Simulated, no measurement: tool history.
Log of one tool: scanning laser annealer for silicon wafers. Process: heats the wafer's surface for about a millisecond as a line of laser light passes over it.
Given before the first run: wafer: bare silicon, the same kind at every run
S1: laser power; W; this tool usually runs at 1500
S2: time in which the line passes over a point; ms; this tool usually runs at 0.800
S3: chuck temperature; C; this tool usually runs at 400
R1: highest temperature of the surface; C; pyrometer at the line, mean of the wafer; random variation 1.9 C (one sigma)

run,hour,S1,S2,S3,R1
1,0.0,1500,0.800,400,1147
2,11.1,1500,0.800,400,1152
3,24.0,1500,0.800,400,1146
4,47.5,1500,0.941,400,1220
5,63.9,1500,0.561,400,1012
6,89.1,1500,0.561,400,1021
7,102.9,1500,0.561,400,1015
8,119.2,1500,0.561,400,1015
9,129.7,1500,0.800,371,1121
10,140.8,1500,0.650,400,1073
11,163.3,1500,0.650,400,1069
12,176.1,1500,0.650,400,1069
13,187.9,1500,0.650,400,1066
14,198.4,1523,0.777,385,1135
15,214.2,1584,0.821,362,1170
16,234.8,1584,0.829,362,1175
17,257.1,1584,0.829,362,1174
18,280.8,1613,0.693,419,1172
19,291.3,1613,0.588,373,1062
20,312.5,1604,0.884,390,1243
21,335.0,1604,0.658,374,1099
22,352.0,1492,0.619,400,1045
23,368.9,1492,0.619,400,1041
24,381.9,1492,0.619,400,1046
25,396.1,1579,0.966,413,1291
26,413.4,1309,0.869,417,1087

5 ways to go on from here, each from the tool as it stands after run 26. What would each give?
A,430.0,1483,0.578,362,?
B,430.0,1309,0.869,417,?
C,430.0,1488,0.970,419,?
D,430.0,1633,0.822,426,?
E,430.0,1642,0.802,417,?

run,R1
A,977
B,1088
C,1240
D,1260
E,1247
Without the tool's unlogged condition, the same runs would have read:
run,R1
A,978
B,1089
C,1241
D,1261
E,1248
